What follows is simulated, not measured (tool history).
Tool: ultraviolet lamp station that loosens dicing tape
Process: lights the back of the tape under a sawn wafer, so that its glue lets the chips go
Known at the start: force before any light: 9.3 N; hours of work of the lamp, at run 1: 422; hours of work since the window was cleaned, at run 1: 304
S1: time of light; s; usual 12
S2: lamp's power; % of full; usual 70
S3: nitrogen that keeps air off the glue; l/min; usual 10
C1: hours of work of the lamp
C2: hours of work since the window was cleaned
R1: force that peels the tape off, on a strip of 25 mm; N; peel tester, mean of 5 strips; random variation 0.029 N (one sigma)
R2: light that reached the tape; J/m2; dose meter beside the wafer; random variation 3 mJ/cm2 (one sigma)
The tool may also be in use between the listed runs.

run 1 day=0.000 | S1=12 S2=70 S3=10 | C1=422 C2=304 | R1=1.873 R2=3890
run 2 day=0.767 | S1=12 S2=70 S3=10 | C1=435 C2=318 | R1=1.855 R2=3860
run 3 day=1.175 | S1=12 S2=70 S3=10 | C1=443 C2=325 | R1=1.872 R2=3910
run 4 day=1.517 | S1=12 S2=70 S3=10 | C1=449 C2=332 | R1=1.971 R2=3870
run 5 day=2.250 | S1=12 S2=70 S3=10 | C1=462 C2=345 | R1=1.886 R2=3870
run 6 day=2.975 | S1=24 S2=70 S3=10 | C1=475 C2=358 | R1=0.502 R2=7650
run 7 day=3.342 | S1=12 S2=70 S3=10 | C1=482 C2=364 | R1=1.951 R2=3780
run 8 day=4.012 | S1=12 S2=65 S3=10 | C1=494 C2=376 | R1=2.177 R2=3470
run 9 day=4.775 | S1=12 S2=65 S3=10 | C1=507 C2=390 | R1=2.172 R2=3550
run 10 day=5.458 | S1=12 S2=65 S3=10 | C1=520 C2=402 | R1=2.299 R2=3450
run 11 day=6.167 | S1=12 S2=65 S3=10 | C1=532 C2=415 | R1=2.265 R2=3460
run 12 day=6.867 | S1=12 S2=70 S3=10 | C1=545 C2=428 | R1=2.011 R2=3670
run 13 day=7.571 | S1=12 S2=70 S3=10 | C1=558 C2=440 | R1=1.982 R2=3670
run 14 day=8.104 | S1=12 S2=70 S3=10 | C1=567 C2=450 | R1=2.126 R2=3660
run 15 day=8.700 | S1=12 S2=70 S3=10 | C1=578 C2=461 | R1=2.093 R2=3610
run 16 day=9.250 | S1=12 S2=70 S3=9 | C1=588 C2=470 | R1=2.212 R2=3570
run 17 day=9.979 | S1=14 S2=74 S3=8 | C1=601 C2=484 | R1=1.814 R2=4480
run 18 day=10.567 | S1=14 S2=74 S3=8 | C1=611 C2=494 | R1=1.732 R2=4490
run 19 day=11.362 | S1=11 S2=75 S3=10 | C1=626 C2=508 | R1=2.236 R2=3450
-- day=11.650 window cleaned of glue's vapour
run 20 day=11.929 | S1=11 S2=75 S3=10 | C1=636 C2=5 | R1=1.796 R2=3940
run 21 day=12.554 | S1=12 S2=70 S3=12 | C1=647 C2=16 | R1=1.610 R2=4080
run 22 day=13.183 | S1=19 S2=61 S3=10 | C1=658 C2=28 | R1=0.992 R2=5570
run 23 day=13.983 | S1=19 S2=61 S3=10 | C1=672 C2=42 | R1=1.042 R2=5510
run 24 day=14.729 | S1=21 S2=68 S3=16 | C1=686 C2=55 | R1=0.454 R2=6730
run 25 day=15.421 | S1=21 S2=68 S3=4 | C1=698 C2=68 | R1=1.374 R2=6750
run 26 day=16.221 | S1=8 S2=82 S3=5 | C1=713 C2=82 | R1=3.517 R2=3080
run 27 day=16.908 | S1=17 S2=72 S3=16 | C1=725 C2=94 | R1=0.673 R2=5660
run 28 day=17.621 | S1=17 S2=72 S3=16 | C1=738 C2=107 | R1=0.680 R2=5650
run 29 day=18.450 | S1=13 S2=72 S3=7 | C1=753 C2=122 | R1=1.974 R2=4320
run 30 day=19.192 | S1=15 S2=91 S3=7 | C1=766 C2=135 | R1=1.014 R2=6210
run 31 day=19.771 | S1=13 S2=64 S3=10 | C1=776 C2=146 | R1=2.004 R2=3760

Measured less the same run without the tool's hidden state. The same run-to-run variation is in both; the gauge's scatter may not be:
The hidden state here: lamp's light, % of a new lamp's; light that the window lets through, % of a clean one's; drift of the gauge itself on peel_n, %; drift of the gauge itself on dose_mj_cm2, %.
run=1 R1=+0.425 R2=-660
run=2 R1=+0.435 R2=-680
run=3 R1=+0.446 R2=-700
run=4 R1=+0.475 R2=-700
run=5 R1=+0.466 R2=-730
run=6 R1=+0.170 R2=-1510
run=7 R1=+0.501 R2=-760
run=8 R1=+0.542 R2=-720
run=9 R1=+0.558 R2=-750
run=10 R1=+0.604 R2=-770
run=11 R1=+0.606 R2=-800
run=12 R1=+0.582 R2=-870
run=13 R1=+0.584 R2=-890
run=14 R1=+0.637 R2=-910
run=15 R1=+0.637 R2=-920
run=16 R1=+0.663 R2=-930
run=17 R1=+0.622 R2=-1190
run=18 R1=+0.602 R2=-1210
run=19 R1=+0.719 R2=-980
run=20 R1=+0.320 R2=-500
run=21 R1=+0.316 R2=-530
run=22 R1=+0.237 R2=-760
run=23 R1=+0.260 R2=-790
run=24 R1=+0.128 R2=-1020
run=25 R1=+0.331 R2=-1050
run=26 R1=+0.508 R2=-500
run=27 R1=+0.203 R2=-960
run=28 R1=+0.212 R2=-1000
run=29 R1=+0.469 R2=-790
run=30 R1=+0.314 R2=-1190
run=31 R1=+0.508 R2=-750
